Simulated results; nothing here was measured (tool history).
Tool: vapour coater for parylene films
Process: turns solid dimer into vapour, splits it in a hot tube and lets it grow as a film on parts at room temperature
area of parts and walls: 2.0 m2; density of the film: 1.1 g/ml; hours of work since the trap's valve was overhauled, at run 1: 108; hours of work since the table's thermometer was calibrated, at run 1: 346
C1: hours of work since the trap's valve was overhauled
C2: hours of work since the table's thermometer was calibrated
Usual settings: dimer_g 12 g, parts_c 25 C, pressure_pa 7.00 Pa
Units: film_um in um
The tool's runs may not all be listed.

Run 1, day 0.000: usual settings; C1 108; C2 346. Result: film_um 3.638 um.
Run 2, day 0.588: usual settings; C1 117; C2 355. Result: film_um 3.638 um.
Run 3, day 0.975: usual settings but dimer_g 18 g; C1 123; C2 361. Result: film_um 5.461 um.
Run 4, day 1.679: usual settings but dimer_g 18 g; C1 134; C2 373. Result: film_um 5.468 um.
Run 5, day 1.971: usual settings but dimer_g 18 g; C1 139; C2 377. Result: film_um 5.452 um.
Run 6, day 2.633: usual settings but pressure_pa 5.70 Pa; C1 149; C2 388. Result: film_um 3.782 um.
Run 7, day 3.167: usual settings but dimer_g 20 g, pressure_pa 5.70 Pa; C1 157; C2 396. Result: film_um 6.307 um.
Run 8, day 3.458: usual settings but dimer_g 20 g, parts_c 35 C, pressure_pa 5.70 Pa; C1 162; C2 401. Result: film_um 4.132 um.
Run 9, day 3.762: usual settings but dimer_g 20 g, parts_c 35 C, pressure_pa 5.70 Pa; C1 167; C2 405. Result: film_um 4.121 um.
Run 10, day 4.171: usual settings; C1 173; C2 412. Result: film_um 3.620 um.
Run 11, day 4.738: usual settings; C1 182; C2 421. Result: film_um 3.610 um.
Run 12, day 5.029: usual settings; C1 187; C2 425. Result: film_um 3.604 um.
Run 13, day 5.388: usual settings; C1 192; C2 431. Result: film_um 3.616 um.
Run 14, day 6.088: usual settings but dimer_g 22 g; C1 203; C2 442. Result: film_um 6.609 um.
Run 15, day 6.542: usual settings but dimer_g 22 g, pressure_pa 3.25 Pa; C1 211; C2 449. Result: film_um 7.754 um.
Run 16, day 7.029: usual settings; C1 218; C2 457. Result: film_um 3.611 um.
Run 17, day 7.542: usual settings; C1 226; C2 465. Result: film_um 3.612 um.
Run 18, day 7.875: usual settings; C1 231; C2 470. Result: film_um 3.609 um.
Run 19, day 8.567: usual settings; C1 242; C2 481. Result: film_um 3.613 um.
Run 20, day 8.867: usual settings; C1 247; C2 486. Result: film_um 3.612 um.
Run 21, day 9.333: usual settings; C1 254; C2 493. Result: film_um 3.614 um.
Run 22, day 9.808: usual settings but parts_c 26 C; C1 262; C2 500. Result: film_um 3.442 um.
Run 23, day 10.242: usual settings but parts_c 26 C; C1 269; C2 507. Result: film_um 3.453 um.
Run 24, day 10.629: usual settings but parts_c 26 C; C1 275; C2 513. Result: film_um 3.450 um.
Run 25, day 11.129: usual settings but dimer_g 6 g, parts_c 18 C, pressure_pa 11.99 Pa; C1 283; C2 521. Result: film_um 2.173 um.
Run 26, day 11.596: usual settings but dimer_g 13 g, parts_c 22 C; C1 290; C2 529. Result: film_um 4.416 um.
Run 27, day 12.304: usual settings but dimer_g 8 g, parts_c 34 C, pressure_pa 9.95 Pa; C1 301; C2 540. Result: film_um 1.515 um.
Run 28, day 12.638: usual settings but dimer_g 15 g, parts_c 21 C, pressure_pa 9.03 Pa; C1 306; C2 545. Result: film_um 5.064 um.
Run 29, day 13.108: usual settings but dimer_g 6 g, parts_c 37 C; C1 314; C2 552. Result: film_um 1.077 um.
Run 30, day 13.496: usual settings but dimer_g 16 g, parts_c 17 C; C1 320; C2 558. Result: film_um 6.729 um.
Run 31, day 14.117: usual settings but dimer_g 6 g, pressure_pa 4.41 Pa; C1 330; C2 568. Result: film_um 1.983 um.
Run 32, day 14.771: usual settings but parts_c 23 C, pressure_pa 11.04 Pa; C1 340; C2 578. Result: film_um 3.556 um.
Run 33, day 15.183: usual settings but dimer_g 7 g, parts_c 32 C, pressure_pa 4.36 Pa; C1 346; C2 585. Result: film_um 1.712 um.
Run 34, day 15.542: usual settings but dimer_g 6 g, parts_c 26 C, pressure_pa 7.29 Pa; C1 352; C2 591. Result: film_um 1.707 um.
Run 35, day 16.196: usual settings but parts_c 37 C, pressure_pa 3.40 Pa; C1 362; C2 601. Result: film_um 2.485 um.
Run 36, day 16.646: usual settings but pressure_pa 11.72 Pa; C1 369; C2 608. Result: film_um 3.212 um.
Run 37, day 17.288: usual settings but pressure_pa 3.65 Pa; C1 380; C2 618. Result: film_um 4.074 um.
Run 38, day 17.667: usual settings but dimer_g 21 g, parts_c 24 C, pressure_pa 5.28 Pa; C1 386; C2 624. Result: film_um 6.931 um.
Run 39, day 18.017: usual settings but dimer_g 21 g, parts_c 24 C, pressure_pa 5.21 Pa; C1 391; C2 630. Result: film_um 6.926 um.
Run 40, day 18.396: usual settings but dimer_g 21 g, parts_c 24 C, pressure_pa 5.21 Pa; C1 397; C2 635. Result: film_um 6.920 um.
Run 41, day 19.021: usual settings but dimer_g 21 g, parts_c 24 C, pressure_pa 5.21 Pa; C1 407; C2 645. Result: film_um 6.900 um.
Run 42, day 19.717: usual settings but dimer_g 21 g, parts_c 24 C, pressure_pa 2.92 Pa; C1 418; C2 656. Result: film_um 7.780 um.
Run 43, day 20.383: usual settings but dimer_g 21 g, parts_c 24 C, pressure_pa 2.92 Pa; C1 428; C2 667. Result: film_um 7.786 um.
Run 44, day 21.046: usual settings but dimer_g 6 g, pressure_pa 5.28 Pa; C1 439; C2 677. Result: film_um 1.883 um.
Run 45, day 21.675: usual settings but dimer_g 6 g, pressure_pa 6.75 Pa; C1 449; C2 687. Result: film_um 1.803 um.
Run 46, day 22.000: usual settings but parts_c 23 C; C1 454; C2 692. Result: film_um 3.872 um.
Run 47, day 22.296: usual settings but dimer_g 7 g, parts_c 23 C; C1 458; C2 697. Result: film_um 2.254 um.

3 ways to go on from here, each from the tool as it stands after run 47. What would each give?
Run A, day 22.754: usual settings but dimer_g 6 g, parts_c 31 C, pressure_pa 2.30 Pa; C1 466; C2 704. Result: film_um ?.
Run B, day 22.754: usual settings but dimer_g 11 g, parts_c 30 C; C1 466; C2 704. Result: film_um ?.
Run C, day 22.754: usual settings but dimer_g 9 g, pressure_pa 9.24 Pa; C1 466; C2 704. Result: film_um ?.

run  film_um
  A    1.714
  B    2.632
  C    2.510
Without the tool's hidden state the same runs would have given:
run  film_um
  A    1.766
  B    2.712
  C    2.587

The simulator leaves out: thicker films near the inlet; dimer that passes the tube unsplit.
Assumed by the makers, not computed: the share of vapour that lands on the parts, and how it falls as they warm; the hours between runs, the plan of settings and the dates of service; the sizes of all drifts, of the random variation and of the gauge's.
